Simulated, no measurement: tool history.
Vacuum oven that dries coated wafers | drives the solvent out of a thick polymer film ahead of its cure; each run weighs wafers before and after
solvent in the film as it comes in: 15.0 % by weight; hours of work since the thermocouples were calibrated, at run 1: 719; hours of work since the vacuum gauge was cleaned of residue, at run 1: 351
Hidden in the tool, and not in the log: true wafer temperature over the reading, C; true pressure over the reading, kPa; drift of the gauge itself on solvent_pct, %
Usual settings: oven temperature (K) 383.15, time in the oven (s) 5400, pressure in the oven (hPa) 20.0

| run | hour | oven temperature (K) | time in the oven (s) | pressure in the oven (hPa) | hours of work since the thermocouples were calibrated | hours of work since the vacuum gauge was cleaned of residue | solvent left in the film (%) |
|---|---|---|---|---|---|---|---|
| 1 | 0.0 | 383.15 | 5400 | 20.0 | 719 | 351 | 3.04 |
| 2 | 87.8 | 383.15 | 5400 | 20.0 | 771 | 404 | 2.98 |
| 3 | 171.6 | 383.15 | 5400 | 20.0 | 821 | 454 | 2.96 |
| 4 | 233.6 | 383.15 | 5400 | 20.0 | 858 | 491 | 3.02 |
| 5 | 287.7 | 383.15 | 5400 | 20.0 | 891 | 523 | 2.96 |
| 6 | 351.4 | 385.15 | 5400 | 20.0 | 929 | 561 | 2.57 |
| 7 | 410.0 | 385.15 | 5400 | 20.0 | 964 | 596 | 2.55 |
| 8 | 457.2 | 384.15 | 5400 | 20.0 | 992 | 624 | 2.77 |
| 9 | 530.5 | 383.15 | 5400 | 20.0 | 1035 | 668 | 2.96 |
| 10 | 571.8 | 383.15 | 5400 | 20.0 | 1060 | 692 | 2.97 |
| 11 | 624.3 | 383.15 | 5400 | 20.0 | 1091 | 724 | 2.95 |
| 12 | 695.0 | 383.15 | 6960 | 20.0 | 1133 | 766 | 2.09 |
| 13 | 754.5 | 383.15 | 5400 | 20.0 | 1169 | 801 | 2.94 |
| 14 | 807.0 | 383.15 | 5400 | 20.0 | 1200 | 833 | 2.97 |
| 15 | 849.9 | 375.15 | 5400 | 20.0 | 1226 | 858 | 4.90 |
| 16 | 889.4 | 375.15 | 5400 | 20.0 | 1249 | 882 | 4.85 |
| 17 | 932.7 | 375.15 | 5400 | 20.0 | 1275 | 908 | 4.82 |
| 18 | 997.6 | 383.15 | 5400 | 20.0 | 1314 | 946 | 2.98 |
| 19 | 1083.1 | 387.15 | 7440 | 20.0 | 1365 | 997 | 1.32 |
| 20 | 1125.5 | 387.15 | 3900 | 20.0 | 1390 | 1023 | 3.38 |
|  | 1158.2 | oven's thermocouples calibrated |
| 21 | 1209.3 | 397.15 | 4980 | 40.6 | 30 | 1071 | 1.33 |
| 22 | 1253.7 | 371.15 | 4980 | 40.6 | 57 | 1098 | 6.75 |
| 23 | 1329.6 | 371.15 | 4980 | 40.6 | 102 | 1143 | 6.80 |
| 24 | 1413.6 | 381.15 | 4320 | 33.3 | 152 | 1193 | 4.63 |
| 25 | 1492.2 | 381.15 | 7200 | 22.7 | 199 | 1240 | 2.41 |
| 26 | 1583.0 | 383.15 | 3120 | 11.5 | 253 | 1294 | 5.09 |
| 27 | 1621.3 | 383.15 | 3120 | 11.5 | 276 | 1317 | 5.12 |
| 28 | 1679.5 | 383.15 | 3120 | 11.5 | 311 | 1352 | 5.14 |
| 29 | 1759.2 | 376.15 | 6180 | 11.3 | 358 | 1399 | 3.83 |
| 30 | 1835.2 | 376.15 | 6180 | 11.3 | 404 | 1445 | 3.80 |
| 31 | 1920.4 | 376.15 | 6180 | 11.3 | 454 | 1495 | 3.78 |
| 32 | 1992.0 | 369.15 | 3540 | 33.6 | 497 | 1538 | 8.33 |
| 33 | 2040.2 | 369.15 | 3540 | 33.6 | 526 | 1567 | 8.29 |
| 34 | 2096.5 | 384.15 | 4260 | 33.6 | 560 | 1600 | 4.01 |
| 35 | 2166.4 | 383.15 | 5400 | 20.0 | 601 | 1642 | 2.95 |
| 36 | 2241.6 | 383.15 | 5400 | 20.0 | 646 | 1687 | 3.01 |

4 ways to go on from here, each from the tool as it stands after run 36. What would each give?
| A | 2315.6 | 383.15 | 4860 | 35.5 | 690 | 1731 | ? |
| B | 2315.6 | 382.15 | 3480 | 72.0 | 690 | 1731 | ? |
| C | 2315.6 | 383.15 | 4200 | 50.2 | 690 | 1731 | ? |
| D | 2315.6 | 383.15 | 5400 | 57.3 | 690 | 1731 | ? |

| run | solvent left in the film (%) |
|---|---|
| A | 3.76 |
| B | 6.10 |
| C | 4.62 |
| D | 3.84 |
Without the tool's hidden state the same runs would have given:
| run | solvent left in the film (%) |
|---|---|
| A | 3.74 |
| B | 6.09 |
| C | 4.60 |
| D | 3.82 |
